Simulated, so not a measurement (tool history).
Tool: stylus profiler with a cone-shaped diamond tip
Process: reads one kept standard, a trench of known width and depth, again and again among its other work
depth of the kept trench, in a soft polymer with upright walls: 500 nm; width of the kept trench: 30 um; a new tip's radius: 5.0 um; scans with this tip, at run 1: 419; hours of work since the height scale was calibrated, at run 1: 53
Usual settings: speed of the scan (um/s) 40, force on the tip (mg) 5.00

run   hour  speed of the scan (um/s)  force on the tip (mg)  scans with this tip  hours of work since the height scale was calibrated  depth of the trench (angstrom)  width of the trench's floor (um)
  1    0.0                        40                   5.00                  419                                                   53                          5108.3                             25.45
  2   15.5                        40                   5.00                  479                                                   60                          5106.0                             25.38
  3   36.3                        19                   5.00                  560                                                   71                          5106.4                             25.46
  4   57.0                        19                   5.00                  640                                                   81                          5105.8                             25.43
  5   73.1                        19                   5.00                  703                                                   89                          5106.4                             25.46
  6   91.8                        19                   5.00                  775                                                   98                          5107.1                             25.41
  7  108.9                        19                   5.00                  842                                                  106                          5107.1                             25.43
  8  128.3                        19                   5.00                  917                                                  115                          5107.6                             25.46
  9  141.5                       156                   5.00                  968                                                  122                          5107.9                             25.13
 10  157.8                       156                   5.00                 1031                                                  130                          5110.8                             25.07
 11  177.5                       156                   5.00                 1108                                                  140                          5105.9                             25.05
 12  200.2                       156                   5.00                 1196                                                  151                          5108.0                             25.09
 13  222.1                       156                   5.00                 1281                                                  161                          5108.5                             25.04
 14  235.1                        40                   4.14                 1331                                                  168                          5097.7                             25.29
 15  258.1                        40                   4.14                 1420                                                  179                          5096.5                             25.30
 16  268.1                        40                   4.14                 1459                                                  184                          5096.8                             25.27
 17  279.0                        40                   4.14                 1501                                                  189                          5098.5                             25.25
 18  291.6                       128                   3.15                 1550                                                  195                          5080.6                             24.97
 19  313.5                       128                   3.15                 1635                                                  206                          5084.2                             24.96
 20  328.0                        23                  11.08                 1691                                                  213                          5182.5                             25.37
 21  339.5                        23                  11.08                 1736                                                  219                          5180.3                             25.29
 22  350.0                        23                  11.08                 1777                                                  224                          5181.1                             25.34
 23  372.8                        25                   9.01                 1865                                                  235                          5158.9                             25.29
 24  383.3                        25                   9.01                 1906                                                  240                          5160.9                             25.31
 25  403.2                       154                   1.69                 1983                                                  250                          5059.2                             24.65
 26  415.7                        43                   3.96                 2032                                                  256                          5097.9                             25.14
 27  431.5                        10                   3.96                 2093                                                  264                          5098.1                             25.31
 28  442.5                        40                   3.09                 2135                                                  269                          5084.9                             25.18
 29  463.2                        37                  12.89                 2216                                                  279                          5201.9                             25.22
 30  484.6                        40                   3.43                 2299                                                  290                          5089.4                             25.13
 31  497.9                       141                   1.93                 2351                                                  296                          5064.7                             24.72
 32  520.6                        45                   6.55                 2439                                                  307                          5130.7                             25.19
 33  533.4                        45                   6.55                 2488                                                  313                          5133.2                             25.18
 34  544.4                        34                   5.00                 2531                                                  319                          5112.3                             25.20

Forecast each of these 5 alternatives for the next run:
  A  566.7                        15                   4.95                 2617                                                  330                               ?                                 ?
  B  566.7                        75                   5.00                 2617                                                  330                               ?                                 ?
  C  566.7                        12                   5.68                 2617                                                  330                               ?                                 ?
  D  566.7                        17                  10.28                 2617                                                  330                               ?                                 ?
  E  566.7                        75                   2.01                 2617                                                  330                               ?                                 ?

run  depth of the trench (angstrom)  width of the trench's floor (um)
  A                          5112.5                             25.14
  B                          5110.7                             25.02
  C                          5123.2                             25.24
  D                          5176.0                             25.20
  E                          5064.7                             24.92
Without the tool's hidden state the same runs would have given:
run  depth of the trench (angstrom)  width of the trench's floor (um)
  A                          5101.8                             25.54
  B                          5100.0                             25.43
  C                          5112.5                             25.64
  D                          5165.1                             25.60
  E                          5054.1                             25.32

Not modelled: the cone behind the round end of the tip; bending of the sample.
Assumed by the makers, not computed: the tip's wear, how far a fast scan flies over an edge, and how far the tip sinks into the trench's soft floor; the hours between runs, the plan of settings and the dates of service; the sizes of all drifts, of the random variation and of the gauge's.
